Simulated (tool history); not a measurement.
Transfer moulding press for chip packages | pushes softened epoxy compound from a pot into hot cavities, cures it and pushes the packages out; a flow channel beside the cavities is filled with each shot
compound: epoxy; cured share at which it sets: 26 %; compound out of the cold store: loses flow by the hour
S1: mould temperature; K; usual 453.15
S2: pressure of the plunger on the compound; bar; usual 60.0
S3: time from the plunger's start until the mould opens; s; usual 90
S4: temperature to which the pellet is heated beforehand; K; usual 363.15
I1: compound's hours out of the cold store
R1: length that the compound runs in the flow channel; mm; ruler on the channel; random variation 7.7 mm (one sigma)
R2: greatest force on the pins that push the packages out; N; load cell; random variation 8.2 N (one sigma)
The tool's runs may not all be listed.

run,hour,S1,S2,S3,S4,I1,R1,R2
1,0.0,453.15,60.0,90,363.15,41.8,774,523
# hour 8.1: cavities cleaned with cleaning compound and waxed
2,15.9,453.15,74.3,90,363.15,47.0,820,370
3,24.2,453.15,74.3,90,363.15,10.4,1073,430
4,40.9,459.15,60.0,90,363.15,38.5,765,403
5,56.5,453.15,60.0,90,363.15,45.6,735,519
# hour 64.0: cavities cleaned with cleaning compound and waxed
6,75.1,453.15,60.0,90,363.15,30.1,829,404
7,89.3,453.15,60.0,90,363.15,42.5,752,441
# hour 92.4: mould's thermocouples calibrated
# hour 103.8: plunger's sealing rings changed
8,106.3,453.15,60.0,90,363.15,38.9,818,473
9,117.8,453.15,60.0,125,363.15,25.7,895,447
# hour 124.2: cavities cleaned with cleaning compound and waxed
10,136.7,453.15,60.0,125,363.15,17.6,954,363
11,149.3,453.15,60.0,125,363.15,10.6,1012,386
12,159.4,453.15,60.0,125,356.15,11.1,995,413
13,167.0,453.15,60.0,98,362.15,9.6,1014,464
# hour 172.7: mould's thermocouples calibrated, once more
14,177.1,453.15,60.0,78,361.15,45.0,790,649
# hour 181.9: cavities cleaned with cleaning compound and waxed
15,196.5,453.15,60.0,78,361.15,24.4,921,553
16,207.8,453.15,60.0,78,361.15,28.6,874,596
17,222.1,448.15,60.0,90,364.15,44.4,808,634
# hour 238.7: cavities cleaned with cleaning compound and waxed
18,239.8,445.15,60.0,90,370.15,47.8,799,541
19,249.1,445.15,60.0,90,370.15,12.5,1049,714
20,261.8,454.15,73.6,90,358.15,29.1,963,420
21,279.2,453.15,60.0,77,363.15,12.0,993,694
# hour 294.4: cavities cleaned with cleaning compound and waxed
22,296.9,453.15,60.0,77,363.15,42.2,789,465
23,312.4,455.15,47.5,104,363.15,28.0,779,390
24,326.3,455.15,47.5,116,363.15,43.5,680,410

Some steps in R1, run to run, broken into two amounts with sign: the step expected even without the hidden condition (settings, incoming material, random variation), and the rest, left for the hidden condition together with whatever gauge scatter is not in both the measured and the hidden-condition-free result:
Unlogged tool condition in this case: true mould temperature over the reading, C; pressure that reaches the compound, % of what is set; grip of the stained cavities, % over clean ones'; drift of the gauge itself on flow_mm, %; drift of the gauge itself on push_out_n, %.
Run 2 -> 3: no setting changed, nothing entered. R1 +253 mm: hidden state -15, all else +268.
Run 3 -> 4: S1 453.15 -> 459.15, S2 74.3 -> 60.0. R1 -308 mm: hidden state +16, all else -324.
Run 7 -> 8: mould's thermocouples calibrated, plunger's sealing rings changed. R1 +66 mm: hidden state +46, all else +20.
